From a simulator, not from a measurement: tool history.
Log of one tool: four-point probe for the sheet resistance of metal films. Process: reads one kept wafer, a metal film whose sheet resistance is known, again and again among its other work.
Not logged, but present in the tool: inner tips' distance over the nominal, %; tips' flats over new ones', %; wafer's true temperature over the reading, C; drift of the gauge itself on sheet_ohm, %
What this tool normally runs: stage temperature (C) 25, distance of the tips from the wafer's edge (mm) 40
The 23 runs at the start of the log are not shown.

| run | hour | stage temperature (C) | distance of the tips from the wafer's edge (mm) | touches since the probe head was changed | hours of work since the stage's thermometer was calibrated | sheet resistance as the instrument gives it (ohm/square) |
|---|---|---|---|---|---|---|
| 24 | 1171.3 | 25 | 66 | 133270 | 546 | 0.931003 |
|  | 1197.9 | new probe head fitted |
| 25 | 1246 | 25 | 55 | 1987 | 595 | 0.922409 |
| 26 | 1316.2 | 25 | 38 | 4883 | 641 | 0.922846 |
| 27 | 1375.4 | 25 | 38 | 7328 | 680 | 0.922876 |
| 28 | 1431.2 | 25 | 38 | 9633 | 717 | 0.923017 |
| 29 | 1479.8 | 25 | 38 | 11643 | 749 | 0.923324 |
| 30 | 1529.6 | 25 | 8 | 13699 | 782 | 0.934993 |
| 31 | 1578.5 | 19 | 40 | 15718 | 814 | 0.923688 |
| 32 | 1634.6 | 19 | 40 | 18033 | 851 | 0.923803 |
| 33 | 1683.2 | 25 | 40 | 20042 | 884 | 0.923469 |
| 34 | 1742.8 | 25 | 40 | 22502 | 923 | 0.923425 |
| 35 | 1779 | 25 | 24 | 23999 | 947 | 0.924579 |
| 36 | 1840.8 | 25 | 24 | 26551 | 988 | 0.924892 |
| 37 | 1880.9 | 25 | 24 | 28209 | 1014 | 0.924839 |
| 38 | 1939.1 | 18 | 14 | 30611 | 1053 | 0.928087 |
| 39 | 1974.2 | 20 | 5 | 32060 | 1076 | 0.955069 |
| 40 | 2015.4 | 23 | 6 | 33764 | 1103 | 0.945751 |
| 41 | 2067.1 | 23 | 6 | 35897 | 1137 | 0.946032 |
| 42 | 2128 | 23 | 6 | 38416 | 1178 | 0.946325 |

4 options for the next run, each taken on its own from the tool as it stands now. Forecast them:
| A | 2160.2 | 21 | 8 | 39743 | 1199 | ? |
| B | 2160.2 | 20 | 6 | 39743 | 1199 | ? |
| C | 2160.2 | 23 | 4 | 39743 | 1199 | ? |
| D | 2160.2 | 27 | 34 | 39743 | 1199 | ? |

| run | sheet resistance as the instrument gives it (ohm/square) |
|---|---|
| A | 0.936647 |
| B | 0.946179 |
| C | 0.971706 |
| D | 0.924668 |
Had the tool no hidden state, the same runs would have come out as:
| run | sheet resistance as the instrument gives it (ohm/square) |
|---|---|
| A | 0.938112 |
| B | 0.947654 |
| C | 0.973225 |
| D | 0.926135 |

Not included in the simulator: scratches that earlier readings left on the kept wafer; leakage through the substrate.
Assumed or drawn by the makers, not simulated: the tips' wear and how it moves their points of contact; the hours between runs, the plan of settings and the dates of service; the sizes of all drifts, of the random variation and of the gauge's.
